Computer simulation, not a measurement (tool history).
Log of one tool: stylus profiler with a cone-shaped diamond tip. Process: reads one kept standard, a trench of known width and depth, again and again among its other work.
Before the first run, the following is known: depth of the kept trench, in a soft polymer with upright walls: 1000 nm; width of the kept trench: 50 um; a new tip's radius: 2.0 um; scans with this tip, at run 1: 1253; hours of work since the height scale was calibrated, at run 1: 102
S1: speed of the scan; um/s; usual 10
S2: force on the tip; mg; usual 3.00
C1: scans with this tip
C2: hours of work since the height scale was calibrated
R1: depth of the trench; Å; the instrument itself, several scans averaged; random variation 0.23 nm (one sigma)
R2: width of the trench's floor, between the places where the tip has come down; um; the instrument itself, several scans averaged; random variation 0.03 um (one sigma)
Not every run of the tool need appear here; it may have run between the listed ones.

run,hour,S1,S2,C1,C2,R1,R2
1,0.0,10,3.00,1253,102,10098.7,46.43
2,12.3,10,1.67,1358,111,10065.2,46.46
3,26.9,12,3.00,1481,121,10096.3,46.38
4,36.0,12,3.00,1559,127,10095.8,46.41
5,53.2,2,3.00,1705,139,10098.0,46.48
6,71.2,2,3.00,1857,152,10099.0,46.39
7,90.6,2,3.00,2022,165,10095.0,46.39
8,101.5,10,3.00,2114,173,10094.0,46.35
9,115.3,10,3.00,2231,182,10093.3,46.40
10,136.9,38,1.52,2414,197,10056.9,46.10
11,148.1,38,1.52,2510,205,10054.4,46.11
12,160.8,2,5.40,2617,214,10141.7,46.39
13,172.5,5,3.99,2717,222,10114.8,46.34
14,192.2,2,2.08,2883,235,10073.6,46.32
15,205.1,39,6.62,2993,244,10168.5,46.20
16,221.3,3,1.04,3130,256,10034.1,46.32
17,242.1,4,1.33,3307,270,10049.8,46.27

Difference, measured minus no-hidden-state, one row per run. Run-to-run variation is common to both terms; the gauge's own scatter need not be:
What the log doesn't record here: radius of the tip, um; height scale over the true one, %; drift of the gauge itself on depth_nm, %; drift of the gauge itself on floor_um, %.
run,R1,R2
1,-5.2,-0.05
2,-5.4,-0.06
3,-5.7,-0.07
4,-6.0,-0.08
5,-6.4,-0.09
6,-6.9,-0.11
7,-7.4,-0.13
8,-7.6,-0.14
9,-8.0,-0.15
10,-8.5,-0.17
11,-8.8,-0.17
12,-9.1,-0.18
13,-9.4,-0.19
14,-9.9,-0.20
15,-10.2,-0.22
16,-10.4,-0.22
17,-10.9,-0.25

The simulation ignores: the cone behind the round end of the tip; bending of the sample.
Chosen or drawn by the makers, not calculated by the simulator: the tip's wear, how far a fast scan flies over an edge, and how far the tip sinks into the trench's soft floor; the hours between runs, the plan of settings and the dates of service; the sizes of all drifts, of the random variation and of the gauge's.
